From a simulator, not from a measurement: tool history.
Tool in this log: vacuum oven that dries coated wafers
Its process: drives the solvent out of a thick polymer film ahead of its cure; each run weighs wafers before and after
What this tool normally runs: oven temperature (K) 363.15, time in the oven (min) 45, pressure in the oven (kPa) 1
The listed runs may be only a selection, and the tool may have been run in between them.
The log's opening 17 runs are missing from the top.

| run | hour | oven temperature (K) | time in the oven (min) | pressure in the oven (kPa) | hours of work since the thermocouples were calibrated | hours of work since the vacuum gauge was cleaned of residue | solvent left in the film (%) |
|---|---|---|---|---|---|---|---|
| 18 | 138.8 | 363.15 | 45 | 2.25 | 460 | 162 | 1.36 |
| 19 | 149.8 | 363.15 | 45 | 1 | 467 | 168 | 0.96 |
| 20 | 158.3 | 363.15 | 45 | 1 | 472 | 173 | 0.95 |
| 21 | 167.8 | 354.15 | 29 | 1 | 477 | 179 | 5.83 |
| 22 | 173.7 | 360.15 | 46 | 1 | 481 | 182 | 1.53 |
| 23 | 181.9 | 360.15 | 34 | 1.36 | 485 | 187 | 2.72 |
| 24 | 186.8 | 360.15 | 34 | 1.36 | 488 | 190 | 2.71 |
| 25 | 197.2 | 361.15 | 57 | 1.04 | 494 | 196 | 0.86 |
| 26 | 209 | 361.15 | 57 | 1.04 | 501 | 203 | 0.91 |
| 27 | 218.9 | 361.15 | 38 | 0.73 | 507 | 209 | 1.77 |
| 28 | 224 | 361.15 | 38 | 0.73 | 510 | 212 | 1.75 |
| 29 | 234.5 | 357.15 | 25 | 0.95 | 516 | 218 | 5.31 |
| 30 | 240 | 363.15 | 37 | 0.78 | 520 | 222 | 1.44 |
| 31 | 250.3 | 363.15 | 45 | 0.62 | 526 | 228 | 0.8 |
| 32 | 256.1 | 360.15 | 45 | 1 | 529 | 231 | 1.54 |
| 33 | 263 | 372.15 | 27 | 1.32 | 533 | 235 | 0.77 |
| 34 | 272.7 | 372.15 | 27 | 1.32 | 539 | 241 | 0.66 |
| 35 | 280.6 | 372.15 | 27 | 1.32 | 544 | 245 | 0.71 |
| 36 | 289.3 | 363.15 | 45 | 1.25 | 549 | 251 | 1.01 |
| 37 | 298.5 | 363.15 | 45 | 1.25 | 554 | 256 | 1.08 |
| 38 | 310.6 | 363.15 | 45 | 1.25 | 561 | 263 | 1.07 |
| 39 | 321.9 | 369.15 | 45 | 1.13 | 568 | 270 | 0.41 |

Below are 3 alternative next runs, each starting from the tool's condition after run 39. Predict each:
| A | 334 | 378.15 | 72 | 1 | 575 | 277 | ? |
| B | 334 | 356.15 | 26 | 0.61 | 575 | 277 | ? |
| C | 334 | 372.15 | 45 | 1 | 575 | 277 | ? |

| run | solvent left in the film (%) |
|---|---|
| A | 0.17 |
| B | 5.33 |
| C | 0.34 |
What these runs would have given with no unlogged condition in the tool:
| run | solvent left in the film (%) |
|---|---|
| A | 0.16 |
| B | 5.56 |
| C | 0.32 |
